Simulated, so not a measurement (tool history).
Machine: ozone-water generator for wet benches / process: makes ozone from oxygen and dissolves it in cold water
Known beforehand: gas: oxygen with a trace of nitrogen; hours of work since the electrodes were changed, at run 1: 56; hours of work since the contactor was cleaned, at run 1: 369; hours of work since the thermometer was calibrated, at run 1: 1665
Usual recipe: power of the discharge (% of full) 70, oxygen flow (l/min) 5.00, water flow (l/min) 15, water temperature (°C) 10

| run | hour | power of the discharge (% of full) | oxygen flow (l/min) | water flow (l/min) | water temperature (°C) | hours of work since the electrodes were changed | hours of work since the contactor was cleaned | hours of work since the thermometer was calibrated | dissolved ozone (ppm) | ozone in the gas ahead of the water (g/m3) |
|---|---|---|---|---|---|---|---|---|---|---|
| 1 | 0.0 | 70 | 5.00 | 15 | 10 | 56 | 369 | 1665 | 24.5 | 163.0 |
| 2 | 22.2 | 70 | 5.00 | 15 | 15 | 71 | 385 | 1681 | 23.0 | 164.2 |
| 3 | 59.7 | 70 | 5.00 | 15 | 15 | 97 | 411 | 1707 | 22.9 | 163.5 |
| 4 | 90.5 | 70 | 5.00 | 15 | 15 | 119 | 432 | 1728 | 22.8 | 164.2 |
| 5 | 114.6 | 70 | 5.00 | 15 | 15 | 135 | 449 | 1745 | 22.8 | 163.3 |
| 6 | 140.4 | 70 | 2.86 | 15 | 10 | 153 | 467 | 1763 | 25.1 | 236.6 |
| 7 | 161.9 | 70 | 2.86 | 15 | 10 | 168 | 482 | 1778 | 25.1 | 234.8 |
| 8 | 182.2 | 70 | 2.86 | 15 | 10 | 183 | 496 | 1792 | 25.2 | 235.5 |
| 9 | 213.7 | 70 | 2.86 | 15 | 8 | 204 | 518 | 1814 | 25.6 | 235.3 |
| 10 | 252.9 | 70 | 5.00 | 13 | 10 | 232 | 546 | 1841 | 27.2 | 163.2 |
| 11 | 275.5 | 70 | 5.00 | 13 | 10 | 248 | 561 | 1857 | 27.5 | 162.0 |
| 12 | 309.3 | 70 | 5.00 | 13 | 10 | 271 | 585 | 1881 | 27.1 | 164.9 |
| 13 | 341.2 | 70 | 5.00 | 15 | 10 | 293 | 607 | 1903 | 24.5 | 163.5 |
| 14 | 376.0 | 70 | 5.00 | 15 | 10 | 317 | 631 | 1927 | 24.6 | 162.3 |
| 15 | 408.7 | 70 | 5.00 | 15 | 10 | 340 | 654 | 1950 | 24.4 | 162.8 |
| 16 | 447.6 | 70 | 4.81 | 15 | 10 | 367 | 681 | 1977 | 24.8 | 165.9 |
| 17 | 470.2 | 70 | 4.81 | 14 | 10 | 383 | 697 | 1993 | 25.9 | 166.9 |
|  | 476.9 | contactor cleaned |
| 18 | 498.2 | 47 | 8.99 | 23 | 11 | 400 | 15 | 2010 | 12.2 | 83.1 |

Estimate the outcome of run 19 from the log above:
| 19 | 521.1 | 47 | 8.99 | 23 | 11 | 416 | 31 | 2025 | ? | ? |

{"run 19": {"dissolved ozone (ppm)": 12.1, "ozone in the gas ahead of the water (g/m3)": 82.4}}
Minus the tool's unlogged condition, the same run would have read dissolved ozone (ppm) 12.4, ozone in the gas ahead of the water (g/m3) 83.3.
